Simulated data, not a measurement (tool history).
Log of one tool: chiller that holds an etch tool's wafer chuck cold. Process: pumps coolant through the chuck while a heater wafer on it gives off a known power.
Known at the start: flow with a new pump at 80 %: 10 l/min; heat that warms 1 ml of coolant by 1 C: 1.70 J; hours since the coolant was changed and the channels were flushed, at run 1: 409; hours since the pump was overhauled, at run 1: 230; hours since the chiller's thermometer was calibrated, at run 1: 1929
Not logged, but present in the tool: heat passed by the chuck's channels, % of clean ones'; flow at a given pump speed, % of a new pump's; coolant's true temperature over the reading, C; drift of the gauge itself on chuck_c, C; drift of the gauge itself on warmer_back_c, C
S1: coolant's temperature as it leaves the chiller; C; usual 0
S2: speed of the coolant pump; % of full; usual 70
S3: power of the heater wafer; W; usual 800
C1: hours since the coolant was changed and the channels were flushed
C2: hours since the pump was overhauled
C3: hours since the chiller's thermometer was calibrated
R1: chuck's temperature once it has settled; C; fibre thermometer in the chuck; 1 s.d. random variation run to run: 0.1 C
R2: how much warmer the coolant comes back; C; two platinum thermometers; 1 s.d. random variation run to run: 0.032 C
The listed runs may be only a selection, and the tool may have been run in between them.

run 1 hour=0 | S1=0 S2=70 S3=800 | C1=409 C2=230 C3=1929 | R1=12.1 R2=3.3
run 2 hour=20.3 | S1=0 S2=70 S3=800 | C1=429 C2=251 C3=1949 | R1=11.9 R2=3.28
run 3 hour=35.6 | S1=0 S2=83 S3=800 | C1=445 C2=266 C3=1964 | R1=10.1 R2=2.74
run 4 hour=66.5 | S1=0 S2=70 S3=800 | C1=476 C2=297 C3=1995 | R1=11.9 R2=3.29
run 5 hour=91 | S1=0 S2=70 S3=800 | C1=500 C2=321 C3=2020 | R1=11.9 R2=3.18
run 6 hour=119.5 | S1=0 S2=70 S3=800 | C1=529 C2=350 C3=2048 | R1=12.1 R2=3.31
run 7 hour=138.7 | S1=0 S2=70 S3=800 | C1=548 C2=369 C3=2068 | R1=12.2 R2=3.34
run 8 hour=154 | S1=-1 S2=97 S3=686 | C1=563 C2=384 C3=2083 | R1=6.6 R2=2.05
run 9 hour=167.7 | S1=3 S2=97 S3=686 | C1=577 C2=398 C3=2096 | R1=10.9 R2=2
run 10 hour=182.3 | S1=3 S2=97 S3=686 | C1=591 C2=413 C3=2111 | R1=10.6 R2=2.01
run 11 hour=196.4 | S1=3 S2=97 S3=686 | C1=605 C2=427 C3=2125 | R1=10.7 R2=2.01
run 12 hour=225.6 | S1=6 S2=97 S3=686 | C1=635 C2=456 C3=2154 | R1=13.7 R2=2.07

Consider 3 possible next runs. They are alternatives, not a sequence: every one starts from the tool as it was left by run 12. What does each give?
run A hour=255.8 | S1=0 S2=61 S3=800 | C1=665 C2=486 C3=2185 | R1=? R2=?
run B hour=255.8 | S1=0 S2=66 S3=800 | C1=665 C2=486 C3=2185 | R1=? R2=?
run C hour=255.8 | S1=1 S2=94 S3=643 | C1=665 C2=486 C3=2185 | R1=? R2=?

run=A R1=13.7 R2=3.83
run=B R1=12.9 R2=3.55
run=C R1=8.4 R2=1.93
Take away the tool's hidden state, keep each run's random variation, and the runs would have read:
run=A R1=13.1 R2=3.76
run=B R1=12.4 R2=3.5
run=C R1=8.1 R2=1.9
